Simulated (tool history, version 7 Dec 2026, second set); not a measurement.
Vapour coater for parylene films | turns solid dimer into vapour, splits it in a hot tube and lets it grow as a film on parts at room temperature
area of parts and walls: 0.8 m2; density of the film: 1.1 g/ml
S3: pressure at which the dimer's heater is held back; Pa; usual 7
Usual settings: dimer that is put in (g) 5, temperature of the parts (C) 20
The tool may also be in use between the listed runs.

run 1 hour=0 | dimer_that_is_put_in_(g)=5 temperature_of_the_parts_(C)=20 S3=7 | thickness_of_the_film_(µm)=3.27
run 2 hour=28.3 | dimer_that_is_put_in_(g)=5 temperature_of_the_parts_(C)=20 S3=7 | thickness_of_the_film_(µm)=3.26
run 3 hour=63.8 | dimer_that_is_put_in_(g)=5 temperature_of_the_parts_(C)=20 S3=7 | thickness_of_the_film_(µm)=3.27
run 4 hour=97.1 | dimer_that_is_put_in_(g)=5 temperature_of_the_parts_(C)=20 S3=7 | thickness_of_the_film_(µm)=3.26
run 5 hour=136 | dimer_that_is_put_in_(g)=5 temperature_of_the_parts_(C)=13 S3=7 | thickness_of_the_film_(µm)=3.88
run 6 hour=179.2 | dimer_that_is_put_in_(g)=5 temperature_of_the_parts_(C)=20 S3=7 | thickness_of_the_film_(µm)=3.19
run 7 hour=204.5 | dimer_that_is_put_in_(g)=6 temperature_of_the_parts_(C)=20 S3=7 | thickness_of_the_film_(µm)=3.85
run 8 hour=235.8 | dimer_that_is_put_in_(g)=6 temperature_of_the_parts_(C)=20 S3=7 | thickness_of_the_film_(µm)=3.84
run 9 hour=269.9 | dimer_that_is_put_in_(g)=5 temperature_of_the_parts_(C)=20 S3=7 | thickness_of_the_film_(µm)=3.2
-- hour=287.4 trap's valve overhauled
run 10 hour=301.1 | dimer_that_is_put_in_(g)=5 temperature_of_the_parts_(C)=20 S3=7 | thickness_of_the_film_(µm)=3.38
run 11 hour=335.6 | dimer_that_is_put_in_(g)=5 temperature_of_the_parts_(C)=20 S3=7 | thickness_of_the_film_(µm)=3.39
run 12 hour=383.9 | dimer_that_is_put_in_(g)=5 temperature_of_the_parts_(C)=20 S3=7 | thickness_of_the_film_(µm)=3.37
run 13 hour=427.2 | dimer_that_is_put_in_(g)=5 temperature_of_the_parts_(C)=15 S3=7 | thickness_of_the_film_(µm)=3.83
run 14 hour=471.2 | dimer_that_is_put_in_(g)=5 temperature_of_the_parts_(C)=27 S3=7 | thickness_of_the_film_(µm)=2.78
run 15 hour=507.7 | dimer_that_is_put_in_(g)=5 temperature_of_the_parts_(C)=14 S3=7 | thickness_of_the_film_(µm)=3.88
run 16 hour=547.9 | dimer_that_is_put_in_(g)=5 temperature_of_the_parts_(C)=20 S3=7 | thickness_of_the_film_(µm)=3.32
run 17 hour=597.4 | dimer_that_is_put_in_(g)=5 temperature_of_the_parts_(C)=20 S3=7 | thickness_of_the_film_(µm)=3.32
run 18 hour=641.8 | dimer_that_is_put_in_(g)=5 temperature_of_the_parts_(C)=20 S3=7 | thickness_of_the_film_(µm)=3.28
run 19 hour=698.3 | dimer_that_is_put_in_(g)=5 temperature_of_the_parts_(C)=20 S3=7 | thickness_of_the_film_(µm)=3.3
run 20 hour=724.8 | dimer_that_is_put_in_(g)=5 temperature_of_the_parts_(C)=20 S3=7 | thickness_of_the_film_(µm)=3.27
run 21 hour=761 | dimer_that_is_put_in_(g)=5 temperature_of_the_parts_(C)=20 S3=7 | thickness_of_the_film_(µm)=3.24
run 22 hour=817.6 | dimer_that_is_put_in_(g)=5 temperature_of_the_parts_(C)=20 S3=6.8 | thickness_of_the_film_(µm)=3.24
run 23 hour=860.5 | dimer_that_is_put_in_(g)=5 temperature_of_the_parts_(C)=20 S3=6.8 | thickness_of_the_film_(µm)=3.25
run 24 hour=907.1 | dimer_that_is_put_in_(g)=5 temperature_of_the_parts_(C)=20 S3=6.8 | thickness_of_the_film_(µm)=3.21
run 25 hour=943.7 | dimer_that_is_put_in_(g)=2 temperature_of_the_parts_(C)=19 S3=8.26 | thickness_of_the_film_(µm)=1.26
-- hour=970.4 trap's valve overhauled
run 26 hour=984.6 | dimer_that_is_put_in_(g)=9 temperature_of_the_parts_(C)=30 S3=7 | thickness_of_the_film_(µm)=4.74
run 27 hour=1031.3 | dimer_that_is_put_in_(g)=5 temperature_of_the_parts_(C)=16 S3=7 | thickness_of_the_film_(µm)=3.78
run 28 hour=1068.4 | dimer_that_is_put_in_(g)=5 temperature_of_the_parts_(C)=16 S3=7 | thickness_of_the_film_(µm)=3.75
run 29 hour=1106.9 | dimer_that_is_put_in_(g)=4 temperature_of_the_parts_(C)=15 S3=7 | thickness_of_the_film_(µm)=3.08
run 30 hour=1151.7 | dimer_that_is_put_in_(g)=4 temperature_of_the_parts_(C)=15 S3=7 | thickness_of_the_film_(µm)=3.06
run 31 hour=1180.8 | dimer_that_is_put_in_(g)=3 temperature_of_the_parts_(C)=16 S3=3.63 | thickness_of_the_film_(µm)=2.51
run 32 hour=1229.9 | dimer_that_is_put_in_(g)=3 temperature_of_the_parts_(C)=16 S3=3.63 | thickness_of_the_film_(µm)=2.52
run 33 hour=1285 | dimer_that_is_put_in_(g)=3 temperature_of_the_parts_(C)=31 S3=3.62 | thickness_of_the_film_(µm)=1.68
run 34 hour=1314 | dimer_that_is_put_in_(g)=4 temperature_of_the_parts_(C)=22 S3=4.45 | thickness_of_the_film_(µm)=2.74
run 35 hour=1350.4 | dimer_that_is_put_in_(g)=4 temperature_of_the_parts_(C)=22 S3=4.45 | thickness_of_the_film_(µm)=2.72
run 36 hour=1404.3 | dimer_that_is_put_in_(g)=6 temperature_of_the_parts_(C)=21 S3=10.17 | thickness_of_the_film_(µm)=3.57
run 37 hour=1444.6 | dimer_that_is_put_in_(g)=6 temperature_of_the_parts_(C)=17 S3=6.4 | thickness_of_the_film_(µm)=4.34
run 38 hour=1476.2 | dimer_that_is_put_in_(g)=4 temperature_of_the_parts_(C)=31 S3=2.43 | thickness_of_the_film_(µm)=2.39
run 39 hour=1501.4 | dimer_that_is_put_in_(g)=2 temperature_of_the_parts_(C)=17 S3=4.41 | thickness_of_the_film_(µm)=1.53
run 40 hour=1559.4 | dimer_that_is_put_in_(g)=5 temperature_of_the_parts_(C)=20 S3=2.01 | thickness_of_the_film_(µm)=4.08
run 41 hour=1588.6 | dimer_that_is_put_in_(g)=5 temperature_of_the_parts_(C)=12 S3=7 | thickness_of_the_film_(µm)=3.97
-- hour=1650.3 trap's valve overhauled
run 42 hour=1650.3 | dimer_that_is_put_in_(g)=2 temperature_of_the_parts_(C)=14 S3=9.52 | thickness_of_the_film_(µm)=1.52
run 43 hour=1704.9 | dimer_that_is_put_in_(g)=2 temperature_of_the_parts_(C)=14 S3=9.52 | thickness_of_the_film_(µm)=1.52
run 44 hour=1735.7 | dimer_that_is_put_in_(g)=5 temperature_of_the_parts_(C)=26 S3=9 | thickness_of_the_film_(µm)=2.8
run 45 hour=1763.9 | dimer_that_is_put_in_(g)=5 temperature_of_the_parts_(C)=26 S3=9 | thickness_of_the_film_(µm)=2.79
run 46 hour=1820.3 | dimer_that_is_put_in_(g)=5 temperature_of_the_parts_(C)=26 S3=9 | thickness_of_the_film_(µm)=2.78
run 47 hour=1856.6 | dimer_that_is_put_in_(g)=5 temperature_of_the_parts_(C)=20 S3=6.84 | thickness_of_the_film_(µm)=3.43

4 ways to go on from here, each from the tool as it stands after run 47. What would each give?
run A hour=1891 | dimer_that_is_put_in_(g)=3 temperature_of_the_parts_(C)=20 S3=7 | thickness_of_the_film_(µm)=?
run B hour=1891 | dimer_that_is_put_in_(g)=5 temperature_of_the_parts_(C)=24 S3=6.84 | thickness_of_the_film_(µm)=?
run C hour=1891 | dimer_that_is_put_in_(g)=8 temperature_of_the_parts_(C)=20 S3=2.92 | thickness_of_the_film_(µm)=?
run D hour=1891 | dimer_that_is_put_in_(g)=5 temperature_of_the_parts_(C)=20 S3=2.75 | thickness_of_the_film_(µm)=?

run=A thickness_of_the_film_(µm)=2.03
run=B thickness_of_the_film_(µm)=3.05
run=C thickness_of_the_film_(µm)=6.36
run=D thickness_of_the_film_(µm)=4.01
Without the tool's hidden state the same runs would have given:
run=A thickness_of_the_film_(µm)=2.05
run=B thickness_of_the_film_(µm)=3.07
run=C thickness_of_the_film_(µm)=6.41
run=D thickness_of_the_film_(µm)=4.04
